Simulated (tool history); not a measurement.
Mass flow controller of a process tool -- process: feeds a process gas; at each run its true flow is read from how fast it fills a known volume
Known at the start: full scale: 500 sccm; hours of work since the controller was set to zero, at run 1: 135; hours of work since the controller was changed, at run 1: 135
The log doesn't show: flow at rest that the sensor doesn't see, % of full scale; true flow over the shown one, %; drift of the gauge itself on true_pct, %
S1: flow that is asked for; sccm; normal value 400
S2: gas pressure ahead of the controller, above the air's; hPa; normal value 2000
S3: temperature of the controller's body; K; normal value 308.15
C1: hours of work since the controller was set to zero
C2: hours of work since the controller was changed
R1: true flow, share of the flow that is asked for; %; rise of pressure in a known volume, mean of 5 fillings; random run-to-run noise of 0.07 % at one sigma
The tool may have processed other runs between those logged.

run,hour,S1,S2,S3,C1,C2,R1
1,0,400,2000,308.15,135,135,98.83
2,89.9,50,2000,308.15,187,187,97.91
3,178,50,2000,308.15,238,238,97.79
4,283.4,50,2000,308.15,299,299,97.96
5,421.3,50,2000,308.15,379,379,98.17
6,560.6,50,2000,308.15,460,460,98.12
7,692,329,2000,308.15,536,536,98.72
8,858,400,2000,308.15,632,632,98.91
9,1035.6,400,1620,308.15,735,735,99.03
10,1195.8,400,2000,296.15,828,828,100.05
11,1374.4,400,2000,296.15,932,932,100.21
12,1567.7,400,2000,296.15,1044,1044,100.21
13,1734.9,400,2000,308.15,1141,1141,99.07
14,1934.1,400,2000,308.15,1256,1256,99.15
15,2037.9,400,2000,308.15,1316,1316,99.15
# hour 2054.8: controller's zero set anew
16,2170.1,400,2000,294.15,67,1393,100.54
17,2291,400,2000,295.15,137,1463,100.31
18,2382,400,2000,295.15,190,1516,100.31
19,2567.2,400,1630,295.15,297,1623,100.48
# hour 2640.9: controller's zero set anew, once more
20,2658.4,400,2210,295.15,10,1676,100.21
21,2871.3,400,1880,308.15,134,1799,99.15
22,2990.5,400,1880,308.15,203,1868,99.18
23,3126.1,400,1880,308.15,281,1947,99.09
24,3323.6,400,1880,308.15,396,2061,99.24
25,3418.2,400,1880,308.15,451,2116,99.26
26,3518.4,307,2200,301.15,509,2174,99.49
27,3622.9,132,2000,301.15,569,2235,98.99
28,3792.3,51,2000,299.15,668,2333,99.59
29,3994.8,297,1530,298.15,785,2450,100.03
30,4142.4,108,1610,295.15,871,2536,99.87
31,4318.7,352,1740,299.15,973,2638,100.04
32,4468.2,352,1740,299.15,1059,2725,99.92
33,4555.8,352,1740,301.15,1110,2776,99.92
34,4763.1,268,1800,306.15,1230,2896,99.24
35,4906,268,1800,306.15,1313,2979,99.39
36,5056.2,268,1800,306.15,1400,3066,99.39
37,5268.7,268,1800,306.15,1524,3189,99.38
38,5458.6,164,2000,305.15,1634,3299,99.29
39,5571.7,400,2700,294.15,1699,3365,100.74
40,5776.2,400,2700,310.15,1818,3483,99.37
41,5953.7,400,2070,297.15,1921,3586,100.65
42,6144.6,400,2070,297.15,2031,3697,100.71
43,6275.5,400,2070,297.15,2107,3773,100.74
44,6420.3,400,2070,297.15,2191,3857,100.64
45,6595,90,2000,308.15,2293,3958,99.66

Branching from run 45: 4 alternative next runs. What would each branch give?
A,6774.5,136,2650,297.15,2397,4062,?
B,6774.5,400,2000,302.15,2397,4062,?
C,6774.5,58,1710,308.15,2397,4062,?
D,6774.5,400,1450,308.15,2397,4062,?

run,R1
A,100.35
B,100.24
C,100.46
D,99.89
Stripped of hidden state, with their random variation kept, the same runs would have yielded:
run,R1
A,98.76
B,99.25
C,97.66
D,98.9

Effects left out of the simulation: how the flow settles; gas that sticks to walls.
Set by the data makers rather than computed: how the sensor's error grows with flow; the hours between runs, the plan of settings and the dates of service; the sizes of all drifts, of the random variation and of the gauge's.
